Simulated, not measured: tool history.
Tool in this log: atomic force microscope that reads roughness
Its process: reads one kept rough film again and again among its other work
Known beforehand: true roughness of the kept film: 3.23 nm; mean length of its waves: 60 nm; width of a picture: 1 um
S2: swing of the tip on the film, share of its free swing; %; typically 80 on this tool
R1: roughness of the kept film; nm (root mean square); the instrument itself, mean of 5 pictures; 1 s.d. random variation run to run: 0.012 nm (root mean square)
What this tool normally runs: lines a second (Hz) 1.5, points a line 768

Run 1, hour 0: usual settings. Result: R1 2.857 nm (root mean square).
Run 2, hour 11.5: usual settings. Result: R1 2.824 nm (root mean square).
Run 3, hour 22.3: usual settings. Result: R1 2.837 nm (root mean square).
Run 4, hour 29.9: usual settings. Result: R1 2.839 nm (root mean square).
Run 5, hour 38.3: usual settings. Result: R1 2.855 nm (root mean square).
Run 6, hour 49.8: usual settings but points a line 439. Result: R1 2.841 nm (root mean square).
Run 7, hour 58.2: usual settings but points a line 569. Result: R1 2.808 nm (root mean square).
Run 8, hour 66.2: usual settings but points a line 569. Result: R1 2.836 nm (root mean square).
Run 9, hour 73.8: usual settings but lines a second (Hz) 0.5, S2 77 %, points a line 569. Result: R1 2.982 nm (root mean square).
Run 10, hour 83.8: usual settings but lines a second (Hz) 1.77, S2 88 %, points a line 384. Result: R1 2.651 nm (root mean square).
Run 11, hour 89.1: usual settings but lines a second (Hz) 0.59, S2 57 %, points a line 853. Result: R1 3.039 nm (root mean square).
Run 12, hour 95.5: usual settings but lines a second (Hz) 0.59, S2 57 %, points a line 853. Result: R1 3.026 nm (root mean square).
Run 13, hour 105.9: usual settings but S2 82 %, points a line 636. Result: R1 2.764 nm (root mean square).
Run 14, hour 111.1: usual settings but lines a second (Hz) 3.09, S2 63 %. Result: R1 2.857 nm (root mean square).
Run 15, hour 117.9: usual settings but lines a second (Hz) 1, S2 58 %, points a line 665. Result: R1 2.97 nm (root mean square).

3 ways to go on from here, each from the tool as it stands after run 15. What would each give?
Run A, hour 123.2: usual settings but lines a second (Hz) 1.02, S2 69 %, points a line 945. Result: R1 ?.
Run B, hour 123.2: usual settings but lines a second (Hz) 0.79. Result: R1 ?.
Run C, hour 123.2: usual settings but lines a second (Hz) 0.69, S2 87 %, points a line 860. Result: R1 ?.

run     R1
  A  2.944
  B  2.902
  C  2.888
Had the tool no hidden state, the same runs would have come out as:
run     R1
  A  3.054
  B   3.01
  C  2.996

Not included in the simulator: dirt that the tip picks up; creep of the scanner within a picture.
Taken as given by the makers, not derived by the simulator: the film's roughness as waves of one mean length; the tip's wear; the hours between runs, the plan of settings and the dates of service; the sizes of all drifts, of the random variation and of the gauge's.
